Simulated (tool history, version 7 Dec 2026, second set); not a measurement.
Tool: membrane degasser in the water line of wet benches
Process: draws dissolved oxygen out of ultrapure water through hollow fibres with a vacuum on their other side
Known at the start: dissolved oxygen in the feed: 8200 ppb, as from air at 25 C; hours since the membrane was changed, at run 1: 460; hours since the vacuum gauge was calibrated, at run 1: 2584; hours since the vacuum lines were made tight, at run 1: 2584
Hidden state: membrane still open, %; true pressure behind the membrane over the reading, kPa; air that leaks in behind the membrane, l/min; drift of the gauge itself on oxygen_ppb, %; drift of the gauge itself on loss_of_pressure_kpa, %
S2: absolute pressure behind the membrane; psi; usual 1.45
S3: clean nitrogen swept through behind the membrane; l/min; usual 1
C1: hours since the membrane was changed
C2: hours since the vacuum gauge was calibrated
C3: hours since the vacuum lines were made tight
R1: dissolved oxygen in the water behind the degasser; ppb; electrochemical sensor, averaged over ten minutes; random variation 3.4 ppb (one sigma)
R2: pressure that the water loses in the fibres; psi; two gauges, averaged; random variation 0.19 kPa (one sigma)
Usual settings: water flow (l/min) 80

run 1 hour=0 | water_flow_(l/min)=80 S2=1.45 S3=1 | C1=460 C2=2584 C3=2584 | R1=858.9 R2=5.704
run 2 hour=49.5 | water_flow_(l/min)=80 S2=1.45 S3=1 | C1=510 C2=2634 C3=2634 | R1=860.5 R2=5.723
run 3 hour=81.2 | water_flow_(l/min)=80 S2=1.45 S3=1 | C1=541 C2=2665 C3=2665 | R1=854.9 R2=5.712
run 4 hour=118.6 | water_flow_(l/min)=80 S2=1.45 S3=1 | C1=579 C2=2703 C3=2703 | R1=856.7 R2=5.652
run 5 hour=165.8 | water_flow_(l/min)=80 S2=1.45 S3=1 | C1=626 C2=2750 C3=2750 | R1=864.2 R2=5.706
run 6 hour=211.5 | water_flow_(l/min)=80 S2=1.45 S3=1 | C1=672 C2=2796 C3=2796 | R1=859.3 R2=5.703
run 7 hour=261.3 | water_flow_(l/min)=80 S2=1.45 S3=1 | C1=722 C2=2846 C3=2846 | R1=855 R2=5.671
run 8 hour=292.6 | water_flow_(l/min)=80 S2=1.45 S3=1 | C1=753 C2=2877 C3=2877 | R1=861 R2=5.71
run 9 hour=319.4 | water_flow_(l/min)=80 S2=1.55 S3=1 | C1=780 C2=2904 C3=2904 | R1=944 R2=5.775
-- hour=324.8 vacuum gauge calibrated
run 10 hour=341.7 | water_flow_(l/min)=80 S2=1.55 S3=1.27 | C1=801 C2=17 C3=2926 | R1=807.4 R2=5.713
run 11 hour=370 | water_flow_(l/min)=93 S2=1.55 S3=1.27 | C1=830 C2=45 C3=2954 | R1=896.7 R2=6.664
run 12 hour=418.1 | water_flow_(l/min)=93 S2=1.55 S3=1.27 | C1=878 C2=93 C3=3002 | R1=897.2 R2=6.641
run 13 hour=441.5 | water_flow_(l/min)=100 S2=1.49 S3=1 | C1=901 C2=117 C3=3025 | R1=1036.1 R2=7.184

Forecast run 14:
-- hour=459.5 vacuum gauge calibrated, once more
run 14 hour=473.9 | water_flow_(l/min)=62 S2=1.22 S3=1.68 | C1=933 C2=14 C3=3057 | R1=? R2=?

Run 14 gave R1 380.5 ppb, R2 4.437 psi.
Without the tool's hidden state the same run would have given R1 378.2 ppb, R2 4.421 psi.
